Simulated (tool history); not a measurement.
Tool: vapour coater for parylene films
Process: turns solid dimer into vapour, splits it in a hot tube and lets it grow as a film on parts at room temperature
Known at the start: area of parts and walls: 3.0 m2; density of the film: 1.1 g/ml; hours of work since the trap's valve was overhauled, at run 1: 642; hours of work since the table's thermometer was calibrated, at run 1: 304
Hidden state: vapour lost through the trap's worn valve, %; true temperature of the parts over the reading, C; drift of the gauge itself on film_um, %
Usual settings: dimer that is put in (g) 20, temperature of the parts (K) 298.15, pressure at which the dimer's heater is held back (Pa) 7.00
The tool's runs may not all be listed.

| run | hour | dimer that is put in (g) | temperature of the parts (K) | pressure at which the dimer's heater is held back (Pa) | hours of work since the trap's valve was overhauled | hours of work since the table's thermometer was calibrated | thickness of the film (µm) |
|---|---|---|---|---|---|---|---|
| 1 | 0.0 | 20 | 298.15 | 7.00 | 642 | 304 | 3.07 |
|  | 29.3 | trap's valve overhauled |
| 2 | 47.7 | 20 | 298.15 | 7.00 | 10 | 327 | 3.33 |
| 3 | 92.1 | 20 | 298.15 | 7.00 | 33 | 350 | 3.36 |
| 4 | 134.8 | 20 | 298.15 | 5.94 | 55 | 373 | 3.54 |
| 5 | 210.1 | 20 | 300.15 | 7.00 | 95 | 412 | 3.07 |
| 6 | 257.9 | 20 | 300.15 | 7.00 | 120 | 437 | 2.97 |
| 7 | 332.1 | 20 | 300.15 | 7.00 | 159 | 476 | 3.00 |
| 8 | 399.6 | 20 | 298.15 | 11.58 | 195 | 512 | 3.01 |
| 9 | 466.4 | 20 | 298.15 | 7.00 | 230 | 547 | 3.25 |
| 10 | 528.6 | 20 | 298.15 | 7.00 | 263 | 580 | 3.19 |
| 11 | 590.0 | 20 | 300.15 | 7.00 | 295 | 612 | 2.92 |
| 12 | 662.1 | 20 | 300.15 | 7.00 | 333 | 650 | 2.88 |
| 13 | 718.7 | 20 | 300.15 | 7.00 | 363 | 680 | 2.96 |
| 14 | 783.0 | 10 | 298.15 | 7.00 | 396 | 714 | 1.62 |
| 15 | 820.1 | 10 | 298.15 | 7.00 | 416 | 733 | 1.62 |
| 16 | 870.5 | 20 | 298.15 | 7.00 | 442 | 760 | 3.17 |
| 17 | 922.6 | 20 | 298.15 | 7.00 | 470 | 787 | 3.18 |
| 18 | 996.8 | 20 | 298.15 | 7.00 | 509 | 826 | 3.19 |
| 19 | 1034.0 | 20 | 298.15 | 7.00 | 528 | 846 | 3.16 |
| 20 | 1113.5 | 17 | 298.15 | 7.00 | 570 | 887 | 2.68 |
| 21 | 1179.0 | 21 | 298.15 | 7.00 | 605 | 922 | 3.24 |
| 22 | 1218.7 | 21 | 298.15 | 7.00 | 626 | 943 | 3.19 |
| 23 | 1267.4 | 20 | 298.15 | 7.00 | 651 | 968 | 3.06 |
|  | 1278.1 | trap's valve overhauled |
| 24 | 1313.8 | 20 | 298.15 | 7.00 | 19 | 991 | 3.28 |
| 25 | 1373.4 | 15 | 298.15 | 2.88 | 50 | 1022 | 2.89 |
| 26 | 1447.3 | 18 | 296.15 | 2.10 | 89 | 1061 | 3.89 |
| 27 | 1506.2 | 9 | 302.15 | 10.03 | 120 | 1092 | 1.12 |

Run 28 comes next. What will it give?
| 28 | 1565.2 | 9 | 302.15 | 10.03 | 151 | 1123 | ? |

{"run 28": {"thickness of the film (µm)": 1.12}}
Without the tool's hidden state the same run would have given thickness of the film (µm) 1.18.
